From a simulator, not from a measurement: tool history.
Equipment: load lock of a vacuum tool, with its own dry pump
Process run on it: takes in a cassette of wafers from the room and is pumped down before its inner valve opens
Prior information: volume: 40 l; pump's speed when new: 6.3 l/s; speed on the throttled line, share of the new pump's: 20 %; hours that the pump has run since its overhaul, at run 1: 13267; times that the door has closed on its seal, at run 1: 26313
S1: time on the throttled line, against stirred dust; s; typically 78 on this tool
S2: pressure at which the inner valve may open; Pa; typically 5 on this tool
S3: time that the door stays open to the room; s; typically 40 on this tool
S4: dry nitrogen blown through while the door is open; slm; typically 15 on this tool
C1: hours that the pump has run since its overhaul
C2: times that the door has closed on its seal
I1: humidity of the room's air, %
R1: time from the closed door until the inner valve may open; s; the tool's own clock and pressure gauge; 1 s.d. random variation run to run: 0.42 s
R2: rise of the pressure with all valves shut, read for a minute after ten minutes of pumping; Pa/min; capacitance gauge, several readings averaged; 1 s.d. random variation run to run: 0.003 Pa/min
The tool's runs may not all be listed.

run 1 hour=0 | S1=78 S2=5 S3=40 S4=15 | C1=13267 C2=26313 | I1=43.2 | R1=126.8 R2=0.019
run 2 hour=546.6 | S1=78 S2=5 S3=40 S4=15 | C1=13814 C2=27469 | I1=43.9 | R1=126.5 R2=0.027
run 3 hour=1106.2 | S1=78 S2=5 S3=40 S4=15 | C1=14373 C2=28653 | I1=41.6 | R1=126.9 R2=0.03
run 4 hour=1633.8 | S1=78 S2=5 S3=40 S4=15 | C1=14901 C2=29769 | I1=43.6 | R1=126.7 R2=0.024
run 5 hour=2221.7 | S1=78 S2=5 S3=40 S4=15 | C1=15489 C2=31013 | I1=47.3 | R1=127.3 R2=0.028
run 6 hour=2617.9 | S1=78 S2=5 S3=40 S4=15 | C1=15885 C2=31851 | I1=50.8 | R1=127 R2=0.031
run 7 hour=2949.2 | S1=78 S2=5 S3=40 S4=15 | C1=16216 C2=32552 | I1=44.5 | R1=126.6 R2=0.026
-- hour=3011.8 dry pump taken out, an overhauled one fitted
run 8 hour=3269 | S1=78 S2=5 S3=40 S4=15 | C1=257 C2=33216 | I1=45.7 | R1=126.3 R2=0.021
run 9 hour=3794.2 | S1=78 S2=5 S3=40 S4=15 | C1=782 C2=34327 | I1=42.1 | R1=126.7 R2=0.029
run 10 hour=4275 | S1=78 S2=5 S3=40 S4=9 | C1=1263 C2=35344 | I1=44.7 | R1=127.9 R2=0.034
run 11 hour=4527.2 | S1=78 S2=5 S3=40 S4=15 | C1=1515 C2=35877 | I1=48.9 | R1=126.7 R2=0.035
run 12 hour=4895.7 | S1=78 S2=8 S3=40 S4=15 | C1=1884 C2=36657 | I1=41.7 | R1=123.8 R2=0.029
run 13 hour=5237.6 | S1=78 S2=8 S3=40 S4=15 | C1=2226 C2=37380 | I1=42.5 | R1=123.8 R2=0.023
run 14 hour=5662.4 | S1=57 S2=8 S3=40 S4=15 | C1=2651 C2=38279 | I1=46.2 | R1=106.5 R2=0.027
run 15 hour=6060.5 | S1=91 S2=5 S3=40 S4=15 | C1=3049 C2=39121 | I1=43.8 | R1=137.2 R2=0.029
run 16 hour=6631.3 | S1=78 S2=5 S3=40 S4=15 | C1=3619 C2=40328 | I1=48.8 | R1=127 R2=0.03
run 17 hour=7142.1 | S1=78 S2=5 S3=40 S4=15 | C1=4130 C2=41409 | I1=44.8 | R1=126.5 R2=0.025
run 18 hour=7736.5 | S1=78 S2=5 S3=40 S4=15 | C1=4725 C2=42666 | I1=46.6 | R1=127.2 R2=0.026
run 19 hour=8159.6 | S1=78 S2=5 S3=40 S4=15 | C1=5148 C2=43561 | I1=46.3 | R1=126.5 R2=0.028
-- hour=8239.8 door's seal changed, seat wiped
run 20 hour=8436.1 | S1=78 S2=5 S3=40 S4=15 | C1=5423 C2=415 | I1=49.6 | R1=126.4 R2=0.03
run 21 hour=8987.1 | S1=78 S2=5 S3=40 S4=15 | C1=5974 C2=1581 | I1=45.1 | R1=127.3 R2=0.029
run 22 hour=9294.1 | S1=41 S2=5 S3=40 S4=15 | C1=6281 C2=2230 | I1=46.6 | R1=97.4 R2=0.017
run 23 hour=9683.4 | S1=59 S2=5 S3=40 S4=27 | C1=6670 C2=3054 | I1=45.3 | R1=111.3 R2=0.012
run 24 hour=9991.3 | S1=59 S2=5 S3=40 S4=27 | C1=6978 C2=3705 | I1=44.8 | R1=111.7 R2=0.028
run 25 hour=10487.5 | S1=79 S2=5 S3=97 S4=27 | C1=7474 C2=4755 | I1=44.8 | R1=127.5 R2=0.02
run 26 hour=11007.9 | S1=78 S2=5 S3=240 S4=15 | C1=7995 C2=5856 | I1=43.1 | R1=126.7 R2=0.051
run 27 hour=11320.1 | S1=78 S2=5 S3=240 S4=15 | C1=8307 C2=6516 | I1=49.5 | R1=127.4 R2=0.052
run 28 hour=11623 | S1=52 S2=10 S3=42 S4=6 | C1=8610 C2=7157 | I1=47.4 | R1=101 R2=0.046
run 29 hour=12105.4 | S1=40 S2=4 S3=40 S4=28 | C1=9092 C2=8177 | I1=46.5 | R1=98.4 R2=0.015
run 30 hour=12617.3 | S1=40 S2=4 S3=40 S4=28 | C1=9604 C2=9260 | I1=46.5 | R1=98.1 R2=0.019
run 31 hour=13046.3 | S1=40 S2=4 S3=40 S4=28 | C1=10033 C2=10168 | I1=44 | R1=98.5 R2=0.018
run 32 hour=13646.2 | S1=81 S2=5 S3=33 S4=20 | C1=10633 C2=11437 | I1=43.7 | R1=129.1 R2=0.021
run 33 hour=14159.1 | S1=81 S2=5 S3=33 S4=20 | C1=11146 C2=12522 | I1=43.7 | R1=129.6 R2=0.02
run 34 hour=14541.9 | S1=68 S2=4 S3=142 S4=20 | C1=11529 C2=13331 | I1=47.8 | R1=121 R2=0.035
run 35 hour=15058.8 | S1=76 S2=5 S3=40 S4=9 | C1=12046 C2=14425 | I1=48.5 | R1=124.7 R2=0.038
run 36 hour=15548.4 | S1=91 S2=5 S3=32 S4=12 | C1=12535 C2=15461 | I1=44.7 | R1=136.9 R2=0.028
run 37 hour=15949.1 | S1=91 S2=7 S3=32 S4=12 | C1=12936 C2=16308 | I1=49.3 | R1=134.8 R2=0.029

4 ways to go on from here, each from the tool as it stands after run 37. What would each give?
run A hour=16366.3 | S1=39 S2=5 S3=40 S4=13 | C1=13353 C2=17191 | I1=48.4 | R1=? R2=?
run B hour=16366.3 | S1=91 S2=7 S3=29 S4=12 | C1=13353 C2=17191 | I1=48 | R1=? R2=?
run C hour=16366.3 | S1=91 S2=4 S3=32 S4=15 | C1=13353 C2=17191 | I1=45 | R1=? R2=?
run D hour=16366.3 | S1=78 S2=5 S3=40 S4=28 | C1=13353 C2=17191 | I1=43.8 | R1=? R2=?

run=A R1=94.7 R2=0.03
run=B R1=134.1 R2=0.025
run=C R1=139.3 R2=0.031
run=D R1=126.7 R2=0.022
Take away the tool's hidden state, keep each run's random variation, and the runs would have read:
run=A R1=94.7 R2=0.029
run=B R1=134.1 R2=0.024
run=C R1=139.3 R2=0.03
run=D R1=126.7 R2=0.022
